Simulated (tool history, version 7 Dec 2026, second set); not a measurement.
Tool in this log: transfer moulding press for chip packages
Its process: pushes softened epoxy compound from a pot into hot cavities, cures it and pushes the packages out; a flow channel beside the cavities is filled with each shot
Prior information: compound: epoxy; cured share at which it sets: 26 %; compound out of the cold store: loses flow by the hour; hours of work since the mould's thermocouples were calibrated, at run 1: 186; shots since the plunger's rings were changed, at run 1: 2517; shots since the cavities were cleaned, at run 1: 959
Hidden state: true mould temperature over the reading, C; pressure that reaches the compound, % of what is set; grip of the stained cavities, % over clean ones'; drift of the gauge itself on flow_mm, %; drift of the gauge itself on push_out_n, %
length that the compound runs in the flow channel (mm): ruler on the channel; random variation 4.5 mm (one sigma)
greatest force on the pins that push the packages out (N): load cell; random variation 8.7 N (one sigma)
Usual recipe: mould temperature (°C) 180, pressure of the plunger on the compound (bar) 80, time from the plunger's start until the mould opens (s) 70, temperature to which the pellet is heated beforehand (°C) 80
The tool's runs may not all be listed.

run	hour	mould temperature (°C)	pressure of the plunger on the compound (bar)	time from the plunger's start until the mould opens (s)	temperature to which the pellet is heated beforehand (°C)	hours of work since the mould's thermocouples were calibrated	shots since the plunger's rings were changed	shots since the cavities were cleaned	incoming compound's hours out of the cold store	length that the compound runs in the flow channel (mm)	greatest force on the pins that push the packages out (N)
1	0	180	80	70	80	186	2517	959	24.2	927	792
# hour 13.8: cavities cleaned with cleaning compound and waxed
2	13.8	180	80	70	80	193	2655	0	22.3	939	447
3	25.7	180	80	70	80	199	2790	135	31.3	889	509
4	35.3	180	80	70	80	204	2897	242	31.7	883	610
5	42.1	180	80	70	80	207	2975	320	45.8	818	633
6	51.3	180	80	70	80	212	3078	423	44.9	820	641
7	62.3	180	80	62	80	218	3201	546	36.1	861	966
8	71.9	180	80	62	80	223	3310	655	31.7	886	992
9	80.1	180	80	71	80	227	3402	747	44.4	826	685
10	91.1	180	80	71	80	233	3526	871	29.2	885	759
11	101	180	80	71	80	238	3637	982	17.8	951	809
12	109.2	180	80	51	80	242	3730	1075	19.8	940	1795
# hour 111.8: cavities cleaned with cleaning compound and waxed
13	116.7	180	80	51	80	245	3797	55	24.6	919	974
14	121.7	180	83.2	70	80	248	3853	111	42.6	846	473
15	129	180	60.4	70	80	251	3935	193	45.3	710	564
16	140.1	180	70.5	82	77	257	4060	318	12.7	919	457
17	146.6	186	80	89	80	261	4134	392	16.7	945	354
18	151.7	186	80	89	80	263	4190	448	34.6	853	378
19	157.4	177	67.7	88	75	266	4255	513	41.7	774	495
20	166.3	177	67.7	88	75	271	4355	613	20.1	866	531

Predict the results of run 21:
21	173.4	183	65.1	57	80	274	4435	693	41.4	?	?

Run 21 produced length that the compound runs in the flow channel (mm) 740, greatest force on the pins that push the packages out (N) 1019.
If the tool had no hidden condition, the same run with the same run-to-run variation would have returned length that the compound runs in the flow channel (mm) 769, greatest force on the pins that push the packages out (N) 554.
